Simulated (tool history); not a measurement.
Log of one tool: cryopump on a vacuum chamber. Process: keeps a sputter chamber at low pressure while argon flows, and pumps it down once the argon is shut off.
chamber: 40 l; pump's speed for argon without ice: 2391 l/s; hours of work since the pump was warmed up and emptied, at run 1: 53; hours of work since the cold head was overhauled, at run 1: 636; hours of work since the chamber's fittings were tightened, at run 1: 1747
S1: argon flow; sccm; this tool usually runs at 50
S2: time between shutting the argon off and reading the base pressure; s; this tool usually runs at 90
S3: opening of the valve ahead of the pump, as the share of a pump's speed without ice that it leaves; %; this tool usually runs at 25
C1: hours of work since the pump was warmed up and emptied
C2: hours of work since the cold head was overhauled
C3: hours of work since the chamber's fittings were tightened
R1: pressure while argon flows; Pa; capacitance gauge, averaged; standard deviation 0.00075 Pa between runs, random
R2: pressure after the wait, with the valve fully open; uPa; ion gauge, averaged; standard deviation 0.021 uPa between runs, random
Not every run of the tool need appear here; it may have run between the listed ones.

| run | day | S1 | S2 | S3 | C1 | C2 | C3 | R1 | R2 |
|---|---|---|---|---|---|---|---|---|---|
| 1 | 0 | 50 | 90 | 25 | 53 | 636 | 1747 | 0.1409 | 0.68 |
| 2 | 1.154 | 50 | 90 | 25 | 74 | 657 | 1767 | 0.1416 | 0.65 |
| 3 | 1.996 | 61 | 90 | 25 | 88 | 671 | 1782 | 0.174 | 0.66 |
| 4 | 3.25 | 61 | 90 | 25 | 111 | 693 | 1804 | 0.1726 | 0.68 |
| 5 | 4.192 | 87 | 90 | 25 | 127 | 710 | 1821 | 0.2473 | 0.69 |
| 6 | 4.817 | 87 | 90 | 25 | 138 | 721 | 1832 | 0.2513 | 0.7 |
| 7 | 5.9 | 87 | 90 | 25 | 157 | 740 | 1851 | 0.2506 | 0.69 |
| 8 | 7.117 | 50 | 90 | 25 | 178 | 761 | 1872 | 0.145 | 0.7 |
| 9 | 7.9 | 50 | 90 | 25 | 192 | 775 | 1886 | 0.1443 | 0.67 |
| 10 | 8.438 | 50 | 90 | 25 | 202 | 784 | 1895 | 0.1444 | 0.7 |
| 11 | 9.671 | 50 | 90 | 25 | 223 | 806 | 1917 | 0.1449 | 0.67 |
| 12 | 10.346 | 50 | 90 | 30 | 235 | 818 | 1929 | 0.122 | 0.66 |
| 13 | 11.592 | 50 | 90 | 30 | 257 | 840 | 1951 | 0.1224 | 0.7 |
| 14 | 12.362 | 50 | 90 | 30 | 271 | 853 | 1964 | 0.1217 | 0.72 |
| 15 | 13.521 | 50 | 90 | 30 | 291 | 874 | 1984 | 0.122 | 0.75 |
| 16 | 14.588 | 50 | 90 | 30 | 310 | 892 | 2003 | 0.123 | 0.71 |
| 17 | 15.9 | 50 | 90 | 30 | 333 | 915 | 2026 | 0.1222 | 0.77 |
| 18 | 16.717 | 56 | 26 | 19 | 347 | 930 | 2041 | 0.2132 | 1.3 |
| 19 | 17.838 | 50 | 90 | 43 | 367 | 949 | 2060 | 0.0871 | 0.78 |
| 20 | 18.829 | 50 | 90 | 18 | 384 | 967 | 2078 | 0.2022 | 0.75 |
| 21 | 19.754 | 50 | 90 | 18 | 400 | 983 | 2094 | 0.2028 | 0.75 |
| 22 | 20.796 | 50 | 90 | 18 | 419 | 1001 | 2112 | 0.2033 | 0.78 |
| 23 | 21.371 | 42 | 250 | 46 | 429 | 1012 | 2122 | 0.0699 | 0.66 |
| 24 | 22.65 | 42 | 250 | 46 | 451 | 1034 | 2145 | 0.0697 | 0.65 |
| 25 | 23.475 | 86 | 149 | 46 | 466 | 1049 | 2159 | 0.1436 | 0.68 |
| 26 | 24.771 | 36 | 204 | 18 | 489 | 1071 | 2182 | 0.1456 | 0.66 |
| 27 | 25.479 | 83 | 124 | 25 | 501 | 1084 | 2194 | 0.2459 | 0.73 |
| 28 | 26.383 | 60 | 124 | 25 | 517 | 1100 | 2210 | 0.1781 | 0.72 |
| 29 | 27.292 | 50 | 48 | 48 | 533 | 1116 | 2226 | 0.0817 | 1 |
| 30 | 28.138 | 50 | 48 | 48 | 548 | 1130 | 2241 | 0.0813 | 1.05 |
| 31 | 29.304 | 50 | 90 | 15 | 568 | 1151 | 2262 | 0.2444 | 0.82 |
|  | 30.146 | pump warmed up, emptied and cooled again |
| 32 | 30.479 | 51 | 90 | 54 | 6 | 1168 | 2279 | 0.068 | 0.71 |
| 33 | 31.604 | 61 | 90 | 36 | 26 | 1188 | 2298 | 0.1207 | 0.75 |
| 34 | 32.488 | 27 | 136 | 30 | 41 | 1203 | 2314 | 0.0645 | 0.68 |

Each row is a separate what-if for the run after 34, all from the same tool condition, not one after another. Results?
| A | 33.162 | 58 | 156 | 28 | 53 | 1215 | 2326 | ? | ? |
| B | 33.162 | 44 | 20 | 46 | 53 | 1215 | 2326 | ? | ? |
| C | 33.162 | 32 | 108 | 25 | 53 | 1215 | 2326 | ? | ? |
| D | 33.162 | 71 | 22 | 25 | 53 | 1215 | 2326 | ? | ? |

| run | R1 | R2 |
|---|---|---|
| A | 0.1471 | 0.68 |
| B | 0.0691 | 1.57 |
| C | 0.0916 | 0.72 |
| D | 0.2017 | 1.48 |
Had the tool no hidden state, the same runs would have come out as:
| run | R1 | R2 |
|---|---|---|
| A | 0.1456 | 0.27 |
| B | 0.0679 | 1.16 |
| C | 0.0908 | 0.33 |
| D | 0.1997 | 1.07 |
